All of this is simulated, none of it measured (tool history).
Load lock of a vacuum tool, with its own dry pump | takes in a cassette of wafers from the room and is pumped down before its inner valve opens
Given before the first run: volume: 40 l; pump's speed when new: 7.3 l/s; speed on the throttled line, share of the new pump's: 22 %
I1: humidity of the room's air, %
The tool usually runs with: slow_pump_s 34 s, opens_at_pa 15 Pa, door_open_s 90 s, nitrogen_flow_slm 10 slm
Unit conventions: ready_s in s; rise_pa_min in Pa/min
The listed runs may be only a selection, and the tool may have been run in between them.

Run 1, hour 0: usual settings; I1 42.9. Result: ready_s 76.6 s, rise_pa_min 0.078 Pa/min.
Run 2, hour 98.4: usual settings but door_open_s 44 s; I1 47.3. Result: ready_s 76.8 s, rise_pa_min 0.071 Pa/min.
Run 3, hour 224.1: usual settings but door_open_s 44 s; I1 47. Result: ready_s 76.9 s, rise_pa_min 0.068 Pa/min.
Run 4, hour 304.2: usual settings; I1 42.6. Result: ready_s 76.7 s, rise_pa_min 0.078 Pa/min.
Run 5, hour 373.1: usual settings; I1 44.7. Result: ready_s 76.8 s, rise_pa_min 0.087 Pa/min.
Run 6, hour 446: usual settings but opens_at_pa 16 Pa; I1 46.7. Result: ready_s 76.3 s, rise_pa_min 0.089 Pa/min.
Run 7, hour 550.5: usual settings; I1 44.2. Result: ready_s 76 s, rise_pa_min 0.076 Pa/min.
Run 8, hour 633.8: usual settings; I1 41. Result: ready_s 77.1 s, rise_pa_min 0.081 Pa/min.
Run 9, hour 713.7: usual settings; I1 47. Result: ready_s 77.6 s, rise_pa_min 0.087 Pa/min.
Run 10, hour 810.1: usual settings; I1 43. Result: ready_s 76.7 s, rise_pa_min 0.09 Pa/min.
Run 11, hour 872.1: usual settings but opens_at_pa 29 Pa; I1 46.5. Result: ready_s 72.6 s, rise_pa_min 0.083 Pa/min.
Run 12, hour 966.1: usual settings; I1 42.6. Result: ready_s 77.2 s, rise_pa_min 0.082 Pa/min.
Run 13, hour 1039.1: usual settings; I1 44.8. Result: ready_s 77.5 s, rise_pa_min 0.085 Pa/min.
Run 14, hour 1137.9: usual settings; I1 45.9. Result: ready_s 77.2 s, rise_pa_min 0.09 Pa/min.
Run 15, hour 1212: usual settings; I1 43.4. Result: ready_s 77.1 s, rise_pa_min 0.087 Pa/min.
Run 16, hour 1304.3: usual settings but opens_at_pa 24 Pa; I1 44.9. Result: ready_s 75.3 s, rise_pa_min 0.095 Pa/min.
Run 17, hour 1378.7: usual settings but opens_at_pa 24 Pa; I1 47.5. Result: ready_s 74.9 s, rise_pa_min 0.095 Pa/min.
Run 18, hour 1451.8: usual settings but opens_at_pa 24 Pa, nitrogen_flow_slm 20 slm; I1 47. Result: ready_s 75.3 s, rise_pa_min 0.085 Pa/min.
Run 19, hour 1545.2: usual settings but opens_at_pa 24 Pa, nitrogen_flow_slm 20 slm; I1 43.5. Result: ready_s 74.2 s, rise_pa_min 0.083 Pa/min.
Run 20, hour 1647.6: usual settings but door_open_s 120 s, nitrogen_flow_slm 4 slm; I1 44.6. Result: ready_s 77.7 s, rise_pa_min 0.112 Pa/min.
Run 21, hour 1748: usual settings but slow_pump_s 35 s, door_open_s 89 s; I1 44. Result: ready_s 79.6 s, rise_pa_min 0.1 Pa/min.
Run 22, hour 1811.7: usual settings but slow_pump_s 40 s, door_open_s 113 s; I1 45.7. Result: ready_s 82.8 s, rise_pa_min 0.105 Pa/min.
Run 23, hour 1920.3: usual settings but slow_pump_s 40 s, door_open_s 113 s; I1 41.9. Result: ready_s 82.7 s, rise_pa_min 0.095 Pa/min.
Run 24, hour 2036.9: usual settings but slow_pump_s 45 s, nitrogen_flow_slm 14 slm; I1 46.2. Result: ready_s 86.4 s, rise_pa_min 0.097 Pa/min.
Run 25, hour 2157.3: usual settings but slow_pump_s 45 s, opens_at_pa 22 Pa, nitrogen_flow_slm 14 slm; I1 41.9. Result: ready_s 84.5 s, rise_pa_min 0.092 Pa/min.
Run 26, hour 2275.6: usual settings but slow_pump_s 57 s, nitrogen_flow_slm 30 slm; I1 45.6. Result: ready_s 96.1 s, rise_pa_min 0.084 Pa/min.
Run 27, hour 2366.9: usual settings but slow_pump_s 64 s, door_open_s 106 s; I1 46.7. Result: ready_s 100.9 s, rise_pa_min 0.1 Pa/min.
Run 28, hour 2482.5: usual settings but slow_pump_s 43 s, opens_at_pa 22 Pa, nitrogen_flow_slm 30 slm; I1 42.8. Result: ready_s 83.5 s, rise_pa_min 0.088 Pa/min.
Run 29, hour 2569.1: usual settings but slow_pump_s 41 s, opens_at_pa 18 Pa; I1 44.7. Result: ready_s 82.4 s, rise_pa_min 0.108 Pa/min.
Run 30, hour 2647.9: usual settings but slow_pump_s 20 s, door_open_s 46 s; I1 48. Result: ready_s 68.6 s, rise_pa_min 0.096 Pa/min.
Run 31, hour 2728.5: usual settings but slow_pump_s 26 s, door_open_s 198 s, nitrogen_flow_slm 6 slm; I1 45.2. Result: ready_s 72 s, rise_pa_min 0.133 Pa/min.
Run 32, hour 2798.6: usual settings but slow_pump_s 60 s, door_open_s 93 s, nitrogen_flow_slm 6 slm; I1 46. Result: ready_s 98.1 s, rise_pa_min 0.118 Pa/min.
Run 33, hour 2875.7: usual settings but slow_pump_s 60 s, door_open_s 93 s, nitrogen_flow_slm 6 slm; I1 46.3. Result: ready_s 98.1 s, rise_pa_min 0.118 Pa/min.
Run 34, hour 2976.1: usual settings but slow_pump_s 65 s, opens_at_pa 26 Pa, door_open_s 54 s, nitrogen_flow_slm 30 slm; I1 47.9. Result: ready_s 99.1 s, rise_pa_min 0.094 Pa/min.
Run 35, hour 3066: usual settings but slow_pump_s 65 s, opens_at_pa 26 Pa, door_open_s 54 s, nitrogen_flow_slm 30 slm; I1 42.3. Result: ready_s 99.9 s, rise_pa_min 0.093 Pa/min.

3 ways to go on from here, each from the tool as it stands after run 35. What would each give?
Run A, hour 3148.3: usual settings but slow_pump_s 65 s, opens_at_pa 26 Pa, door_open_s 168 s, nitrogen_flow_slm 30 slm; I1 43.4. Result: ready_s ?, rise_pa_min ?.
Run B, hour 3148.3: usual settings but slow_pump_s 38 s, opens_at_pa 28 Pa, door_open_s 59 s, nitrogen_flow_slm 30 slm; I1 42.9. Result: ready_s ?, rise_pa_min ?.
Run C, hour 3148.3: usual settings but slow_pump_s 44 s, opens_at_pa 14 Pa, door_open_s 54 s, nitrogen_flow_slm 21 slm; I1 47.6. Result: ready_s ?, rise_pa_min ?.

run  ready_s  rise_pa_min
  A     98.1        0.103
  B     77.8         0.09
  C     87.2          0.1
With the hidden condition removed and each run's random variation left untouched, the same runs would have given:
run  ready_s  rise_pa_min
  A     94.6        0.029
  B     73.9        0.018
  C     82.9        0.026
